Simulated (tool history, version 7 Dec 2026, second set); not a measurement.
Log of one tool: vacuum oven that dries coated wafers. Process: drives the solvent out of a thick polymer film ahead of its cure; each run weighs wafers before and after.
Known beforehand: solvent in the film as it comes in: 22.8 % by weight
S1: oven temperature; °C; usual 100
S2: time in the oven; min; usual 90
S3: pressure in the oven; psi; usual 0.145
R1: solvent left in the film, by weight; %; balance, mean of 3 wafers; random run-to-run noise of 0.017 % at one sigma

| run | hour | S1 | S2 | S3 | R1 |
|---|---|---|---|---|---|
| 1 | 0 | 100 | 90 | 0.145 | 2.14 |
| 2 | 112.5 | 100 | 82 | 0.145 | 2.51 |
| 3 | 204.5 | 100 | 82 | 0.145 | 2.53 |
| 4 | 319.5 | 100 | 82 | 0.145 | 2.56 |
| 5 | 411.3 | 100 | 82 | 0.145 | 2.58 |
| 6 | 495 | 100 | 66 | 0.145 | 3.63 |
| 7 | 597.4 | 100 | 66 | 0.326 | 4.37 |
| 8 | 667.1 | 100 | 66 | 0.326 | 4.39 |
|  | 690 | oven's thermocouples calibrated |
| 9 | 783.9 | 100 | 66 | 0.326 | 4.14 |
| 10 | 868.5 | 100 | 66 | 0.326 | 4.19 |
| 11 | 939 | 88 | 66 | 0.326 | 8.17 |
| 12 | 1019.5 | 100 | 66 | 0.145 | 3.5 |
| 13 | 1072.3 | 100 | 90 | 0.119 | 2.06 |
| 14 | 1133.7 | 100 | 65 | 0.145 | 3.62 |
| 15 | 1228.8 | 100 | 65 | 0.145 | 3.66 |
| 16 | 1337 | 100 | 90 | 0.145 | 2.21 |
| 17 | 1408.2 | 100 | 90 | 0.145 | 2.25 |
| 18 | 1464.9 | 100 | 90 | 0.145 | 2.27 |
| 19 | 1539.6 | 100 | 90 | 0.145 | 2.27 |
| 20 | 1594.4 | 100 | 90 | 0.145 | 2.27 |
|  | 1601.6 | vacuum gauge cleaned of residue and calibrated |
| 21 | 1674.6 | 102 | 90 | 0.145 | 2.06 |
| 22 | 1772.4 | 102 | 90 | 0.145 | 2.1 |
| 23 | 1853.4 | 102 | 90 | 0.22 | 2.42 |
| 24 | 1979.6 | 100 | 90 | 0.145 | 2.45 |
| 25 | 2089.2 | 102 | 115 | 0.117 | 1.41 |
|  | 2128.4 | vacuum gauge cleaned of residue and calibrated, once more |
| 26 | 2198.1 | 102 | 115 | 0.355 | 2.08 |
| 27 | 2327.9 | 95 | 115 | 0.332 | 3.25 |
| 28 | 2417.7 | 93 | 81 | 0.145 | 4.42 |
| 29 | 2541.9 | 87 | 155 | 0.145 | 2.91 |
|  | 2613.7 | oven's thermocouples calibrated |
| 30 | 2644.8 | 104 | 116 | 0.08 | 0.7 |
| 31 | 2740.2 | 102 | 48 | 0.145 | 4.74 |
| 32 | 2846.1 | 105 | 48 | 0.088 | 3.72 |
| 33 | 2940.4 | 107 | 62 | 0.144 | 2.24 |
| 34 | 3056.3 | 107 | 62 | 0.144 | 2.24 |
| 35 | 3181.9 | 105 | 90 | 0.145 | 1.39 |
| 36 | 3236.5 | 105 | 90 | 0.145 | 1.42 |
| 37 | 3365.9 | 109 | 90 | 0.145 | 1 |
| 38 | 3452.9 | 110 | 90 | 0.145 | 0.91 |
| 39 | 3519.4 | 102 | 90 | 0.396 | 2.94 |
| 40 | 3646.8 | 102 | 90 | 0.396 | 2.96 |
| 41 | 3727.5 | 90 | 90 | 0.41 | 6.4 |
| 42 | 3811.9 | 114 | 90 | 0.078 | 0.51 |
| 43 | 3909.2 | 107 | 104 | 0.145 | 1.03 |
| 44 | 4028.9 | 107 | 104 | 0.145 | 1.03 |
| 45 | 4158.1 | 100 | 147 | 0.187 | 1.42 |
| 46 | 4240.2 | 100 | 147 | 0.424 | 2.52 |
| 47 | 4307.5 | 100 | 147 | 0.424 | 2.51 |

For each run, the measured value with the value that run would have given without the tool's hidden condition subtracted. The run-to-run variation is shared by both, the gauge scatter possibly not:
The hidden state here: true wafer temperature over the reading, C; true pressure over the reading, kPa; drift of the gauge itself on solvent_pct, %.
| run | R1 |
|---|---|
| 1 | +0.17 |
| 2 | +0.21 |
| 3 | +0.22 |
| 4 | +0.25 |
| 5 | +0.26 |
| 6 | +0.32 |
| 7 | +0.36 |
| 8 | +0.37 |
| 9 | +0.15 |
| 10 | +0.17 |
| 11 | +0.25 |
| 12 | +0.2 |
| 13 | +0.21 |
| 14 | +0.23 |
| 15 | +0.26 |
| 16 | +0.26 |
| 17 | +0.27 |
| 18 | +0.28 |
| 19 | +0.3 |
| 20 | +0.31 |
| 21 | +0.42 |
| 22 | +0.44 |
| 23 | +0.46 |
| 24 | +0.51 |
| 25 | +0.45 |
| 26 | +0.13 |
| 27 | +0.25 |
| 28 | +0.34 |
| 29 | +0.32 |
| 30 | +0.08 |
| 31 | +0.2 |
| 32 | +0.2 |
| 33 | +0.18 |
| 34 | +0.19 |
| 35 | +0.17 |
| 36 | +0.18 |
| 37 | +0.15 |
| 38 | +0.15 |
| 39 | +0.3 |
| 40 | +0.32 |
| 41 | +0.55 |
| 42 | +0.14 |
| 43 | +0.22 |
| 44 | +0.24 |
| 45 | +0.31 |
| 46 | +0.36 |
| 47 | +0.38 |
